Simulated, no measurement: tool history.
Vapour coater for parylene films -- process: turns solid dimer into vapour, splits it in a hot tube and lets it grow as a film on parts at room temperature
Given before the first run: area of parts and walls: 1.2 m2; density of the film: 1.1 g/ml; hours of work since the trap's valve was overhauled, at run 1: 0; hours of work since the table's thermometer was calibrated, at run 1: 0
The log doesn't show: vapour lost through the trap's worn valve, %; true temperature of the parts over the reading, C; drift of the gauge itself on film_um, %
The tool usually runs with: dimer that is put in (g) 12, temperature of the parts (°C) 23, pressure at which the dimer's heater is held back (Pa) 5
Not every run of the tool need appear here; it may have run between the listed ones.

| run | hour | dimer that is put in (g) | temperature of the parts (°C) | pressure at which the dimer's heater is held back (Pa) | hours of work since the trap's valve was overhauled | hours of work since the table's thermometer was calibrated | thickness of the film (µm) |
|---|---|---|---|---|---|---|---|
| 1 | 0 | 12 | 23 | 5 | 0 | 0 | 6.87 |
| 2 | 75.3 | 12 | 23 | 5 | 63 | 63 | 6.71 |
| 3 | 153.4 | 12 | 23 | 5 | 128 | 128 | 6.58 |
| 4 | 229.1 | 12 | 23 | 5 | 191 | 191 | 6.49 |
| 5 | 278.9 | 12 | 23 | 5 | 233 | 233 | 6.3 |
| 6 | 329.4 | 12 | 23 | 5 | 275 | 275 | 6.3 |
| 7 | 409.4 | 12 | 23 | 5 | 341 | 341 | 6.09 |
|  | 462.7 | trap's valve overhauled |
| 8 | 486.6 | 5 | 23 | 5 | 20 | 402 | 2.89 |
| 9 | 522.5 | 5 | 23 | 5 | 50 | 432 | 2.86 |
| 10 | 582.1 | 5 | 26 | 3.15 | 100 | 482 | 2.6 |
| 11 | 622.6 | 5 | 26 | 3.15 | 133 | 516 | 2.59 |
| 12 | 685.8 | 5 | 26 | 5.73 | 186 | 568 | 2.42 |
| 13 | 749.7 | 5 | 26 | 5.73 | 239 | 622 | 2.38 |
| 14 | 825.4 | 5 | 23 | 3.51 | 302 | 685 | 2.76 |
| 15 | 914.2 | 5 | 15 | 3.51 | 376 | 759 | 3.24 |
|  | 925.3 | trap's valve overhauled |
| 16 | 995.4 | 7 | 23 | 5 | 58 | 823 | 3.99 |
| 17 | 1075.6 | 16 | 32 | 8.17 | 125 | 890 | 6 |
| 18 | 1153.3 | 12 | 16 | 5.04 | 190 | 955 | 8.34 |

4 ways to go on from here, each from the tool as it stands after run 18. What would each give?
| A | 1221.9 | 8 | 19 | 4.2 | 247 | 1012 | ? |
| B | 1221.9 | 12 | 23 | 5 | 247 | 1012 | ? |
| C | 1221.9 | 6 | 22 | 8.86 | 247 | 1012 | ? |
| D | 1221.9 | 12 | 23 | 9.4 | 247 | 1012 | ? |

| run | thickness of the film (µm) |
|---|---|
| A | 5.16 |
| B | 6.53 |
| C | 3.18 |
| D | 5.99 |
The same runs, with their run-to-run variation unchanged, on a tool lacking any hidden condition would have given:
| run | thickness of the film (µm) |
|---|---|
| A | 5.55 |
| B | 7.02 |
| C | 3.42 |
| D | 6.44 |

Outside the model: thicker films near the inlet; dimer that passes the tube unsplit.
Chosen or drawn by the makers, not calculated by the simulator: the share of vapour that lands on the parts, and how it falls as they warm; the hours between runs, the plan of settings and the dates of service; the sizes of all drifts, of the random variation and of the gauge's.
